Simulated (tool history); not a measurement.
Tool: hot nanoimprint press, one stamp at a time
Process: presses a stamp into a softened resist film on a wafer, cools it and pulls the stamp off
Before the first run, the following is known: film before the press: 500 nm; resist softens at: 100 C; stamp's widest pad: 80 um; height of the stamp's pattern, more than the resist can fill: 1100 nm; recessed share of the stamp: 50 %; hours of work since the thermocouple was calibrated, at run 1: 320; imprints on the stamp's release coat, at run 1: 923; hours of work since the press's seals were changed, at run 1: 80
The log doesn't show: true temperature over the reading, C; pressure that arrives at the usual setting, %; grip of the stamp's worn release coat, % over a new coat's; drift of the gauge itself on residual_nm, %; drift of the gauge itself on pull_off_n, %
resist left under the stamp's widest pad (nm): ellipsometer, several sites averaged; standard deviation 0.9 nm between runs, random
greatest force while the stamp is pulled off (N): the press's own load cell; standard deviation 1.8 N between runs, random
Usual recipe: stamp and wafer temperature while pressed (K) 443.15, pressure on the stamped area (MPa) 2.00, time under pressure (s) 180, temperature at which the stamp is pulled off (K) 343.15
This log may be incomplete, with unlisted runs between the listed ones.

run   hour  stamp and wafer temperature while pressed (K)  pressure on the stamped area (MPa)  time under pressure (s)  temperature at which the stamp is pulled off (K)  hours of work since the thermocouple was calibrated  imprints on the stamp's release coat  hours of work since the press's seals were changed  resist left under the stamp's widest pad (nm)  greatest force while the stamp is pulled off (N)
  1    0.0                                         443.15                                2.00                      180                                            343.15                                                  320                                   923                                                  80                                          204.7                                               233
  2   15.7                                         443.15                                2.00                      125                                            343.15                                                  328                                   964                                                  88                                          229.9                                               233
  3   31.2                                         443.15                                2.00                      125                                            343.15                                                  336                                  1005                                                  96                                          228.8                                               233
  4   43.8                                         443.15                                2.00                      125                                            343.15                                                  342                                  1038                                                 102                                          229.3                                               232
  5   60.3                                         443.15                                2.00                      228                                            343.15                                                  350                                  1081                                                 110                                          188.1                                               235
  6   68.3                                         443.15                                2.00                      180                                            343.15                                                  354                                  1102                                                 114                                          204.0                                               235
  7   85.3                                         443.15                                2.00                      180                                            343.15                                                  362                                  1146                                                 122                                          201.4                                               237
  8   98.4                                         443.15                                2.00                      180                                            343.15                                                  369                                  1181                                                 129                                          203.9                                               237
  9  110.3                                         443.15                                2.00                      180                                            343.15                                                  375                                  1212                                                 135                                          200.3                                               239
 10  118.4                                         443.15                                2.00                      180                                            343.15                                                  379                                  1233                                                 139                                          201.1                                               237
 11  127.3                                         449.15                                1.63                      336                                            346.15                                                  383                                  1257                                                 143                                          141.4                                               231
 12  134.8                                         442.15                                1.63                      336                                            346.15                                                  387                                  1276                                                 147                                          192.6                                               234
 13  144.8                                         443.15                                1.91                      180                                            343.15                                                  391                                  1302                                                 151                                          206.8                                               238
 14  160.5                                         443.15                                2.00                      110                                            330.15                                                  399                                  1343                                                 159                                          235.5                                               271
 15  168.2                                         443.15                                2.00                      156                                            343.15                                                  403                                  1364                                                 163                                          212.4                                               238
 16  176.3                                         443.15                                2.29                      156                                            343.15                                                  407                                  1385                                                 167                                          196.1                                               241
 17  187.6                                         443.15                                2.18                      120                                            343.15                                                  413                                  1415                                                 173                                          216.9                                               242
 18  200.1                                         443.15                                2.18                      120                                            343.15                                                  419                                  1447                                                 179                                          219.7                                               245
 19  210.6                                         437.15                                2.00                      147                                            349.15                                                  424                                  1475                                                 184                                          279.4                                               226
 20  224.2                                         439.15                                1.88                      136                                            338.15                                                  431                                  1510                                                 191                                          271.3                                               255

Below are 3 alternative next runs, each starting from the tool's condition after run 20. Predict each:
  A  239.0                                         443.15                                2.09                      180                                            345.15                                                  438                                  1549                                                 198                                              ?                                                 ?
  B  239.0                                         446.15                                1.73                      120                                            338.15                                                  438                                  1549                                                 198                                              ?                                                 ?
  C  239.0                                         439.15                                1.61                      236                                            338.15                                                  438                                  1549                                                 198                                              ?                                                 ?

run  resist left under the stamp's widest pad (nm)  greatest force while the stamp is pulled off (N)
  A                                          194.2                                               238
  B                                          217.6                                               251
  C                                          249.2                                               253
Without the tool's hidden state the same runs would have given:
run  resist left under the stamp's widest pad (nm)  greatest force while the stamp is pulled off (N)
  A                                          209.4                                               214
  B                                          233.4                                               226
  C                                          268.4                                               227
